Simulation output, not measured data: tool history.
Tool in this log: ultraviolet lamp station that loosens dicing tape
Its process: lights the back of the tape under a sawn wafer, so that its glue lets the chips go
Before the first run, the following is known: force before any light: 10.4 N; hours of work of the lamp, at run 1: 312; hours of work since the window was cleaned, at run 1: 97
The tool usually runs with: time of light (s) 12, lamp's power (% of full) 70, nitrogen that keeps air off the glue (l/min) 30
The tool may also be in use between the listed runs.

run     day  time of light (s)  lamp's power (% of full)  nitrogen that keeps air off the glue (l/min)  hours of work of the lamp  hours of work since the window was cleaned  force that peels the tape off (N)  light that reached the tape (mJ/cm2)
  1       0                 12                        70                                            30                        312                                          97                               1.23                                   247
  2   0.762                 12                        70                                            30                        320                                         105                              1.193                                   244
  3   1.475                 12                        67                                            30                        328                                         113                              1.369                                   236
  4   1.829                 12                        67                                            30                        331                                         117                              1.368                                   233
  5   2.508                 12                        67                                            30                        339                                         124                              1.425                                   235
  6   3.196                 12                        67                                            30                        346                                         132                              1.362                                   228
  7   3.942                 12                        67                                            30                        354                                         140                              1.385                                   229
  8   4.712                 12                        67                                            30                        363                                         148                              1.418                                   231
  9   5.354                 12                        67                                            30                        370                                         155                              1.451                                   227
 10   6.071                 12                        70                                            13                        377                                         163                              2.128                                   238
 11   6.429                 12                        70                                            13                        381                                         167                              2.072                                   233
 12   6.942                 12                        70                                            13                        387                                         172                              2.157                                   228
 13   7.283                 12                        70                                            30                        391                                         176                              1.356                                   232
 14   7.917                 12                        70                                            14                        398                                         183                              2.101                                   234
      8.008  -- window cleaned of glue's vapour
 15   8.696                 12                        87                                            30                        406                                           7                              1.033                                   265
 16   9.158                 12                        70                                            30                        411                                          12                              1.586                                   213
 17   9.688                 12                        70                                            30                        417                                          18                              1.594                                   211
     10.292  -- window cleaned of glue's vapour, once more
 18  10.292                  7                        70                                            30                        423                                           0                              2.824                                   151
 19  10.754                  7                        70                                            30                        428                                           5                              2.702                                   152
 20  11.183                  7                        70                                            30                        433                                          10                              2.722                                   150
 21  11.788                 12                        70                                            30                        439                                          16                              1.143                                   254
 22  12.429                 12                        70                                            30                        446                                          23                              1.193                                   255
 23  13.117                 12                        70                                            30                        454                                          31                              1.211                                   251
 24  13.658                 18                        66                                            47                        459                                          37                              0.475                                   355
 25  14.058                 10                       100                                            30                        464                                          41                              0.856                                   299
 26  14.533                 23                        64                                            51                        469                                          46                              0.329                                   433
 27  15.167                 23                        74                                            51                        476                                          53                              0.277                                   499
 28  15.517                 12                        86                                            30                        480                                          57                               0.84                                   302
 29  16.262                 12                        86                                            30                        488                                          65                              0.866                                   297
 30  16.638                 12                        84                                            44                        492                                          69                              0.711                                   295
 31  17.246                  7                        83                                            35                        498                                          76                              2.172                                   168
 32  17.712                 12                        70                                            21                        503                                          81                               1.56                                   239
 33  18.154                 22                        70                                            21                        508                                          85                              0.494                                   436
 34    18.6                  8                        68                                            29                        513                                          90                              2.655                                   157
 35  19.238                  8                        68                                            29                        520                                          97                              2.675                                   154
 36  19.829                  6                        79                                            20                        526                                         104                              3.618                                   134
 37  20.429                 23                        83                                            33                        533                                         110                              0.282                                   534
 38  20.996                 12                        78                                            30                        539                                         116                              1.111                                   262
 39  21.375                 19                        96                                            26                        543                                         120                              0.339                                   510
 40  21.988                 19                        96                                            26                        550                                         127                              0.345                                   505

Expected results for the next run?
 41  22.454                 11                        65                                            22                        555                                         132                                  ?                                     ?

{"run 41": {"force that peels the tape off (N)": 2.171, "light that reached the tape (mJ/cm2)": 199}}
The same run, on a tool lacking any hidden state, would have yielded force that peels the tape off (N) 1.497, light that reached the tape (mJ/cm2) 249.
